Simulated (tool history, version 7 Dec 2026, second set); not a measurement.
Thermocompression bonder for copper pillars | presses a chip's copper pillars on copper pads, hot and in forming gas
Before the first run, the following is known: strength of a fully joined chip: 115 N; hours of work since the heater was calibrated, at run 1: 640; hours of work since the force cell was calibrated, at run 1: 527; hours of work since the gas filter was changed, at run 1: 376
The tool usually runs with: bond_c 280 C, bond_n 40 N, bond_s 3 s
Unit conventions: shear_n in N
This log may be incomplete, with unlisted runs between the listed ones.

run     day  bond_c  bond_n  bond_s  hours of work since the heater was calibrated  hours of work since the force cell was calibrated  hours of work since the gas filter was changed  shear_n
  1   0.000     280      40       3                                            640                                                527                                             376     66.6
  2   3.508     280      40       3                                            677                                                563                                             413     64.8
      5.004  -- heater calibrated with a thermocouple chip
  3   5.800     280      40       3                                              8                                                587                                             436     68.9
  4   8.212     307      40       3                                             34                                                612                                             461     84.4
     11.138  -- forming gas filter changed
  5  11.583     307      40       3                                             69                                                647                                               5     90.7
  6  15.125     307      40       3                                            106                                                684                                              42     90.6
  7  17.417     269      35       4                                            130                                                708                                              66     66.2
  8  19.438     264      31       3                                            151                                                729                                              87     52.9
  9  22.950     264      31       3                                            188                                                766                                             124     51.3
 10  26.425     252      27       3                                            224                                                803                                             160     39.2
 11  28.938     280      40       3                                            251                                                829                                             187     70.2

4 ways to go on from here, each from the tool as it stands after run 11. What would each give?
  A  30.858     307      39       6                                            271                                                849                                             207        ?
  B  30.858     280      57       2                                            271                                                849                                             207        ?
  C  30.858     256      32       5                                            271                                                849                                             207        ?
  D  30.858     305      40       3                                            271                                                849                                             207        ?

run  shear_n
  A     97.6
  B     72.1
  C     53.7
  D     87.0
With no hidden state in the tool, these same runs would have given:
run  shear_n
  A    103.6
  B     77.9
  C     58.8
  D     93.1
